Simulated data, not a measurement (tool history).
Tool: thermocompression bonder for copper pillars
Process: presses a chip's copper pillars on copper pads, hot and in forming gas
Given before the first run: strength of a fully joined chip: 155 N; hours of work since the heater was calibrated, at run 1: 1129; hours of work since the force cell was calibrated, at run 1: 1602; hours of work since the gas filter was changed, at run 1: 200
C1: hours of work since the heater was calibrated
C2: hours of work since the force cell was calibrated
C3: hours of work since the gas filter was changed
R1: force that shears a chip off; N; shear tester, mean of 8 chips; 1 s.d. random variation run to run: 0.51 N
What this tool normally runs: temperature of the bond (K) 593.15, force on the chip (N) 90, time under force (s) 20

run 1 hour=0.0 | temperature_of_the_bond_(K)=593.15 force_on_the_chip_(N)=90 time_under_force_(s)=20 | C1=1129 C2=1602 C3=200 | R1=80.4
-- hour=21.9 forming gas filter changed
run 2 hour=32.4 | temperature_of_the_bond_(K)=593.15 force_on_the_chip_(N)=90 time_under_force_(s)=20 | C1=1154 C2=1627 C3=8 | R1=85.8
run 3 hour=88.4 | temperature_of_the_bond_(K)=593.15 force_on_the_chip_(N)=90 time_under_force_(s)=20 | C1=1198 C2=1670 C3=52 | R1=84.9
-- hour=96.5 heater calibrated with a thermocouple chip
run 4 hour=146.4 | temperature_of_the_bond_(K)=593.15 force_on_the_chip_(N)=90 time_under_force_(s)=20 | C1=39 C2=1714 C3=96 | R1=85.3
-- hour=190.8 heater calibrated with a thermocouple chip, once more
run 5 hour=196.6 | temperature_of_the_bond_(K)=593.15 force_on_the_chip_(N)=90 time_under_force_(s)=20 | C1=5 C2=1752 C3=134 | R1=80.0
run 6 hour=252.8 | temperature_of_the_bond_(K)=593.15 force_on_the_chip_(N)=90 time_under_force_(s)=20 | C1=49 C2=1796 C3=178 | R1=78.7
-- hour=301.5 forming gas filter changed
run 7 hour=301.8 | temperature_of_the_bond_(K)=593.15 force_on_the_chip_(N)=90 time_under_force_(s)=20 | C1=87 C2=1834 C3=0 | R1=82.8
run 8 hour=362.4 | temperature_of_the_bond_(K)=593.15 force_on_the_chip_(N)=90 time_under_force_(s)=20 | C1=134 C2=1882 C3=48 | R1=81.4
run 9 hour=408.0 | temperature_of_the_bond_(K)=587.15 force_on_the_chip_(N)=90 time_under_force_(s)=20 | C1=170 C2=1917 C3=83 | R1=75.7
run 10 hour=446.2 | temperature_of_the_bond_(K)=587.15 force_on_the_chip_(N)=90 time_under_force_(s)=20 | C1=200 C2=1947 C3=113 | R1=75.0
run 11 hour=476.3 | temperature_of_the_bond_(K)=593.15 force_on_the_chip_(N)=90 time_under_force_(s)=57 | C1=223 C2=1971 C3=137 | R1=107.4
-- hour=487.6 force cell calibrated
run 12 hour=537.3 | temperature_of_the_bond_(K)=593.15 force_on_the_chip_(N)=90 time_under_force_(s)=57 | C1=270 C2=39 C3=184 | R1=112.2
-- hour=576.5 forming gas filter changed
run 13 hour=584.5 | temperature_of_the_bond_(K)=569.15 force_on_the_chip_(N)=94 time_under_force_(s)=26 | C1=306 C2=76 C3=6 | R1=79.6
run 14 hour=624.5 | temperature_of_the_bond_(K)=593.15 force_on_the_chip_(N)=75 time_under_force_(s)=57 | C1=338 C2=107 C3=38 | R1=104.8
run 15 hour=674.2 | temperature_of_the_bond_(K)=593.15 force_on_the_chip_(N)=75 time_under_force_(s)=57 | C1=377 C2=146 C3=77 | R1=102.8
run 16 hour=731.4 | temperature_of_the_bond_(K)=585.15 force_on_the_chip_(N)=75 time_under_force_(s)=18 | C1=422 C2=191 C3=121 | R1=65.2
run 17 hour=761.8 | temperature_of_the_bond_(K)=585.15 force_on_the_chip_(N)=75 time_under_force_(s)=18 | C1=445 C2=214 C3=145 | R1=64.9
run 18 hour=790.4 | temperature_of_the_bond_(K)=585.15 force_on_the_chip_(N)=75 time_under_force_(s)=18 | C1=468 C2=237 C3=168 | R1=64.0
run 19 hour=824.9 | temperature_of_the_bond_(K)=621.15 force_on_the_chip_(N)=90 time_under_force_(s)=20 | C1=495 C2=264 C3=195 | R1=105.5
-- hour=850.6 forming gas filter changed
run 20 hour=877.3 | temperature_of_the_bond_(K)=621.15 force_on_the_chip_(N)=90 time_under_force_(s)=20 | C1=535 C2=305 C3=21 | R1=111.8

5 options for the next run, each taken on its own from the tool as it stands now. Forecast them:
run A hour=925.0 | temperature_of_the_bond_(K)=594.15 force_on_the_chip_(N)=66 time_under_force_(s)=38 | C1=573 C2=342 C3=58 | R1=?
run B hour=925.0 | temperature_of_the_bond_(K)=593.15 force_on_the_chip_(N)=90 time_under_force_(s)=55 | C1=573 C2=342 C3=58 | R1=?
run C hour=925.0 | temperature_of_the_bond_(K)=593.15 force_on_the_chip_(N)=76 time_under_force_(s)=20 | C1=573 C2=342 C3=58 | R1=?
run D hour=925.0 | temperature_of_the_bond_(K)=592.15 force_on_the_chip_(N)=115 time_under_force_(s)=28 | C1=573 C2=342 C3=58 | R1=?
run E hour=925.0 | temperature_of_the_bond_(K)=622.15 force_on_the_chip_(N)=90 time_under_force_(s)=20 | C1=573 C2=342 C3=58 | R1=?

run=A R1=82.8
run=B R1=113.9
run=C R1=75.6
run=D R1=114.6
run=E R1=110.8
Without the tool's hidden state the same runs would have given:
run=A R1=84.0
run=B R1=115.7
run=C R1=76.7
run=D R1=116.4
run=E R1=112.6
